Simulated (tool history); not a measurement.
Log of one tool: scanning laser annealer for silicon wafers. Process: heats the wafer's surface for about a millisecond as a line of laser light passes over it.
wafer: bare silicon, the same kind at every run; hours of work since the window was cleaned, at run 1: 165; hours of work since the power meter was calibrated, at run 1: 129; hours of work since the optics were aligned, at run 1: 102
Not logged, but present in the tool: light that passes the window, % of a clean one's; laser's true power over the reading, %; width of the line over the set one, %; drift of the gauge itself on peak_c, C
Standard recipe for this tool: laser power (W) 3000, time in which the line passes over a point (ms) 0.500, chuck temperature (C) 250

run	day	laser power (W)	time in which the line passes over a point (ms)	chuck temperature (C)	hours of work since the window was cleaned	hours of work since the power meter was calibrated	hours of work since the optics were aligned	highest temperature of the surface (C)
1	0.000	3000	0.500	250	165	129	102	1048
2	0.954	3000	0.500	250	177	141	114	1047
3	1.829	3000	0.500	254	188	152	125	1050
4	2.792	3000	0.500	254	201	164	137	1046
5	3.462	3000	0.406	250	209	172	146	968
6	4.450	3000	0.406	250	221	184	158	970
7	5.417	3000	0.466	250	234	197	170	1017
8	5.942	3000	0.466	243	240	203	177	1006
9	6.421	3000	0.466	243	246	209	183	1007
10	6.975	3000	0.466	243	253	216	190	1007
11	7.883	3000	0.466	243	265	228	201	1005
12	8.492	3000	0.466	243	272	235	209	1007
13	9.188	3000	0.466	243	281	244	218	1009
14	10.054	3000	0.500	250	292	255	228	1036
15	10.900	3000	0.500	250	302	266	239	1036
16	11.542	3000	0.500	250	310	274	247	1035
17	12.317	3000	0.500	250	320	283	257	1034
18	13.133	3000	0.500	250	331	294	267	1032
19	14.029	3000	0.500	250	342	305	278	1032
20	14.875	3000	0.500	250	352	315	289	1031
21	15.829	3000	0.500	250	364	327	301	1029
22	16.450	3271	0.500	242	372	335	309	1110
23	17.225	2794	0.435	223	382	345	319	896
24	18.071	2794	0.435	223	393	356	329	898
25	18.821	2794	0.435	223	402	365	339	895
26	19.712	2623	0.503	249	413	376	350	913
27	20.575	3000	0.500	222	424	387	361	999
28	21.296	3000	0.500	222	433	396	370	1002
29	21.988	2911	0.464	227	442	405	378	949
30	22.946	2736	0.464	232	454	417	390	903
31	23.858	3083	0.474	263	465	428	402	1045
32	24.596	3100	0.490	217	475	438	411	1014
33	25.533	2572	0.500	284	486	449	423	929
34	25.962	2572	0.500	284	492	455	428	928
35	26.462	2572	0.500	284	498	461	435	929
36	27.238	2572	0.500	284	508	471	444	928
37	27.917	3142	0.548	250	516	479	453	1100
38	28.925	3185	0.500	239	529	492	466	1064
39	29.692	3185	0.500	239	539	502	475	1061
40	30.204	2985	0.572	280	545	508	482	1092
41	30.654	3000	0.574	250	551	514	487	1070
42	31.212	3000	0.500	267	558	521	494	1033

Alternative continuations, all from the tool just after run 42; predict every row:
A	32.146	2789	0.435	258	569	532	506	?
B	32.146	2564	0.466	233	569	532	506	?
C	32.146	3000	0.583	267	569	532	506	?

run	highest temperature of the surface (C)
A	916
B	850
C	1090
What these runs would have given with no unlogged condition in the tool:
run	highest temperature of the surface (C)
A	954
B	885
C	1137
